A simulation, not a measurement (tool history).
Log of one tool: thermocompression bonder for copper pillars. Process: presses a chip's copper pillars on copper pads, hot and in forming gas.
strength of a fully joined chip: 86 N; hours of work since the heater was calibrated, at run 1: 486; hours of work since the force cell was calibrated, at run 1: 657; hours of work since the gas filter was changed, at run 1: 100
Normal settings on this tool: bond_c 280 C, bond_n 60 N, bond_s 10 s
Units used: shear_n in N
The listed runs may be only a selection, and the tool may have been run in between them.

run	hour	bond_c	bond_n	bond_s	hours of work since the heater was calibrated	hours of work since the force cell was calibrated	hours of work since the gas filter was changed	shear_n
1	0	280	60	10	486	657	100	36.5
2	26	280	60	10	499	670	114	37.7
3	47	280	60	10	510	681	125	36.3
4	68.5	306	60	10	521	692	136	46.8
5	101	280	60	10	538	709	152	36
6	120.4	280	60	10	548	719	162	35.6
7	151.2	280	60	9	564	735	178	34.6
8	180.2	280	60	9	579	750	193	33.8
9	197.7	280	44	10	588	759	202	26.2
10	229.4	279	60	10	604	775	219	35
# hour 235.5: forming gas filter changed
11	263	279	60	10	621	792	14	35.3
12	291.3	279	60	10	636	807	29	36.3
13	305.9	279	60	10	644	814	36	35.9
14	320.3	280	44	10	651	822	44	26.1
15	353.5	280	60	10	668	839	61	35.5
16	372.2	280	60	10	678	849	70	36
17	398.5	280	60	10	691	862	84	35.7
18	422.5	280	60	10	704	875	96	34.9
19	452.7	280	60	10	719	890	112	34.2
20	467.1	280	60	30	727	898	119	49.4
# hour 473: heater calibrated with a thermocouple chip
21	490.6	280	60	30	9	909	130	56.7
22	510.7	274	52	10	19	919	141	31.3
23	536.8	286	50	20	33	933	154	46.3
24	565.7	255	73	25	48	947	169	48.4
25	595.4	287	73	5	63	963	185	38.9
26	623.6	287	73	5	78	977	199	38.7
27	647.3	287	73	5	90	990	211	38.1
# hour 667.9: forming gas filter changed
28	670	287	73	26	101	1001	1	65.8
29	695.2	287	37	26	114	1014	14	36.8
30	714.9	288	64	6	124	1024	24	37.6
31	739.3	282	58	5	137	1037	37	30.2
32	767	282	58	5	151	1051	51	28.8
33	797.6	292	58	5	167	1067	67	32.7
34	821.9	292	58	5	180	1079	79	31.9
35	845.5	282	58	14	192	1091	92	43.6
36	862.4	280	63	8	201	1100	100	36.2
37	893	295	54	10	216	1116	116	39.2
38	915.5	295	54	10	228	1128	128	39.4
39	948.7	280	60	12	245	1145	145	39.9

Hidden state or all else? Some run-to-run changes of shear_n, split into what the settings, what came in and random variation would give without the hidden state, and what is left for the hidden state (with any gauge scatter that isn't in both results):
Hidden conditions of the tool in this case: true temperature of the bond over the reading, C; force that reaches the chip, % of what is set; oxide that the forming gas leaves, % of the face; drift of the gauge itself on shear_n, %.
Run 9 -> 10: bond_c 280 -> 279, bond_n 44 -> 60. shear_n +8.8 N: hidden state -1.8, all else +10.6.
Run 14 -> 15: bond_n 44 -> 60. shear_n +9.4 N: hidden state -1.7, all else +11.1.
Run 20 -> 21: heater calibrated with a thermocouple chip. shear_n +7.3 N: hidden state +5.5, all else +1.8.
Run 21 -> 22: bond_c 280 -> 274, bond_n 60 -> 52, bond_s 30 -> 10. shear_n -25.4 N: hidden state +0.7, all else -26.1.
Run 27 -> 28: bond_s 5 -> 26, forming gas filter changed. shear_n +27.7 N: hidden state +1.1, all else +26.6.
Run 28 -> 29: bond_n 73 -> 37. shear_n -29 N: hidden state +0, all else -29.

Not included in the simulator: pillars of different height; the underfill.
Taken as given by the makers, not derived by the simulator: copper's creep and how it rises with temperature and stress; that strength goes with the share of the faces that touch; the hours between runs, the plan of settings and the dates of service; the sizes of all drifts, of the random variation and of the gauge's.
